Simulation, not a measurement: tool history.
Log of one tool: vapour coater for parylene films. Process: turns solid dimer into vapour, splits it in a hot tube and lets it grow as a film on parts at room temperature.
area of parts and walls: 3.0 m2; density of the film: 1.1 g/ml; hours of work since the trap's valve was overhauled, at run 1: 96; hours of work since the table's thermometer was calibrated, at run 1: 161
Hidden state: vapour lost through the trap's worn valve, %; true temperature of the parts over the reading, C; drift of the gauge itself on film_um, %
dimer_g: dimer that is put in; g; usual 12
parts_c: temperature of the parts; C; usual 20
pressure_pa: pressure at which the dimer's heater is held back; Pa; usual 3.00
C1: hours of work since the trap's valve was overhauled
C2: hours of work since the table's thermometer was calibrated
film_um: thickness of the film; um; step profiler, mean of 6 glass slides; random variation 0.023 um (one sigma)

{"run": 1, "hour": 0.0, "dimer_g": 12, "parts_c": 20, "pressure_pa": 3.0, "C1": 96, "C2": 161, "film_um": 1.87}
{"run": 2, "hour": 32.8, "dimer_g": 12, "parts_c": 20, "pressure_pa": 3.0, "C1": 123, "C2": 188, "film_um": 1.85}
{"run": 3, "hour": 93.3, "dimer_g": 12, "parts_c": 20, "pressure_pa": 3.0, "C1": 172, "C2": 237, "film_um": 1.83}
{"run": 4, "hour": 164.6, "dimer_g": 12, "parts_c": 20, "pressure_pa": 3.0, "C1": 231, "C2": 296, "film_um": 1.82}
{"hour": 208.1, "done": "trap's valve overhauled"}
{"run": 5, "hour": 239.9, "dimer_g": 12, "parts_c": 20, "pressure_pa": 3.0, "C1": 26, "C2": 354, "film_um": 1.86}
{"run": 6, "hour": 317.5, "dimer_g": 8, "parts_c": 14, "pressure_pa": 4.6, "C1": 89, "C2": 417, "film_um": 1.38}
{"run": 7, "hour": 365.2, "dimer_g": 8, "parts_c": 14, "pressure_pa": 4.6, "C1": 128, "C2": 456, "film_um": 1.37}
{"run": 8, "hour": 428.6, "dimer_g": 17, "parts_c": 15, "pressure_pa": 3.84, "C1": 180, "C2": 507, "film_um": 2.89}
{"run": 9, "hour": 495.8, "dimer_g": 17, "parts_c": 15, "pressure_pa": 3.84, "C1": 235, "C2": 562, "film_um": 2.88}
{"hour": 531.6, "done": "trap's valve overhauled"}
{"run": 10, "hour": 543.3, "dimer_g": 10, "parts_c": 20, "pressure_pa": 4.37, "C1": 10, "C2": 598, "film_um": 1.48}

Hidden state at the last listed run before each entry between runs and at the first one after, where it differs:
Between runs 4 and 5: trap's valve overhauled (hour 208.1)
  vapour lost through the trap's worn valve, %: 0.6 -> 0.1
Between runs 9 and 10: trap's valve overhauled (hour 531.6)
  vapour lost through the trap's worn valve, %: 0.6 -> 0
